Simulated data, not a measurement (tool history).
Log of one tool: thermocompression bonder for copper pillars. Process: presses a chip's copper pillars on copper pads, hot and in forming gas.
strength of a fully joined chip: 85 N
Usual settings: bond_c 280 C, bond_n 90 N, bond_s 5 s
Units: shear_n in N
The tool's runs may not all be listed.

| run | hour | bond_c | bond_n | bond_s | shear_n |
|---|---|---|---|---|---|
| 1 | 0 | 280 | 90 | 5 | 32.5 |
| 2 | 92.2 | 285 | 90 | 5 | 34 |
| 3 | 179.7 | 285 | 108 | 5 | 38.1 |
| 4 | 269.8 | 307 | 90 | 5 | 39 |
| 5 | 329.1 | 307 | 54 | 5 | 29.6 |
| 6 | 380.4 | 280 | 90 | 5 | 30.5 |
|  | 450.5 | forming gas filter changed |
| 7 | 451.6 | 258 | 90 | 5 | 27.2 |
| 8 | 504.6 | 280 | 90 | 5 | 33.3 |
| 9 | 589.4 | 280 | 90 | 5 | 32.7 |
| 10 | 635.2 | 280 | 68 | 5 | 27 |
| 11 | 725.1 | 280 | 90 | 5 | 31.9 |
| 12 | 802.6 | 280 | 121 | 5 | 38.1 |
|  | 896.9 | forming gas filter changed |
| 13 | 896.9 | 280 | 125 | 5 | 40.8 |
| 14 | 979.2 | 280 | 90 | 5 | 32.6 |
|  | 1010.2 | force cell calibrated |
| 15 | 1064.9 | 280 | 90 | 5 | 33.7 |
| 16 | 1109.4 | 294 | 90 | 5 | 38.1 |
| 17 | 1172.3 | 294 | 90 | 5 | 37.5 |
| 18 | 1223.6 | 266 | 125 | 5 | 35.5 |
| 19 | 1293.1 | 266 | 93 | 5 | 29.2 |
| 20 | 1340.6 | 305 | 66 | 3 | 28.2 |
|  | 1346.1 | forming gas filter changed |
| 21 | 1412.3 | 308 | 90 | 5 | 44.5 |
| 22 | 1495.5 | 267 | 90 | 5 | 31.2 |
| 23 | 1564.7 | 280 | 69 | 5 | 29.6 |
| 24 | 1644.5 | 267 | 90 | 4 | 28.9 |
| 25 | 1687.2 | 280 | 69 | 9 | 36.2 |
| 26 | 1745.9 | 280 | 102 | 8 | 42.9 |
| 27 | 1786.8 | 280 | 102 | 8 | 42.3 |
|  | 1793.7 | forming gas filter changed |
| 28 | 1828.3 | 267 | 133 | 12 | 52.6 |
| 29 | 1871.1 | 267 | 133 | 3 | 32.1 |
|  | 1911.6 | heater calibrated with a thermocouple chip |
| 30 | 1923.9 | 267 | 133 | 3 | 30.5 |
| 31 | 2014.7 | 267 | 133 | 3 | 29.5 |
| 32 | 2092.4 | 267 | 133 | 3 | 29 |
| 33 | 2166.8 | 267 | 133 | 3 | 28.1 |
|  | 2244.8 | forming gas filter changed |
| 34 | 2257.1 | 267 | 133 | 3 | 30.5 |

Measured less the same run without the tool's hidden state. The same run-to-run variation is in both; the gauge's scatter may not be:
The hidden state here: true temperature of the bond over the reading, C; force that reaches the chip, % of what is set; oxide that the forming gas leaves, % of the face; drift of the gauge itself on shear_n, %.
| run | shear_n |
|---|---|
| 1 | -0.9 |
| 2 | -1.4 |
| 3 | -1.9 |
| 4 | -2.5 |
| 5 | -2.2 |
| 6 | -2.5 |
| 7 | -0.3 |
| 8 | -0.7 |
| 9 | -1 |
| 10 | -1 |
| 11 | -1.6 |
| 12 | -2.4 |
| 13 | +0.1 |
| 14 | -0.2 |
| 15 | +0.4 |
| 16 | +0.1 |
| 17 | -0.2 |
| 18 | -0.3 |
| 19 | -0.4 |
| 20 | -0.8 |
| 21 | +1.4 |
| 22 | +1.2 |
| 23 | +0.8 |
| 24 | +0.6 |
| 25 | +0.2 |
| 26 | -0.4 |
| 27 | -0.7 |
| 28 | +2.7 |
| 29 | +2 |
| 30 | -0.7 |
| 31 | -1.1 |
| 32 | -1.3 |
| 33 | -1.7 |
| 34 | +0.3 |

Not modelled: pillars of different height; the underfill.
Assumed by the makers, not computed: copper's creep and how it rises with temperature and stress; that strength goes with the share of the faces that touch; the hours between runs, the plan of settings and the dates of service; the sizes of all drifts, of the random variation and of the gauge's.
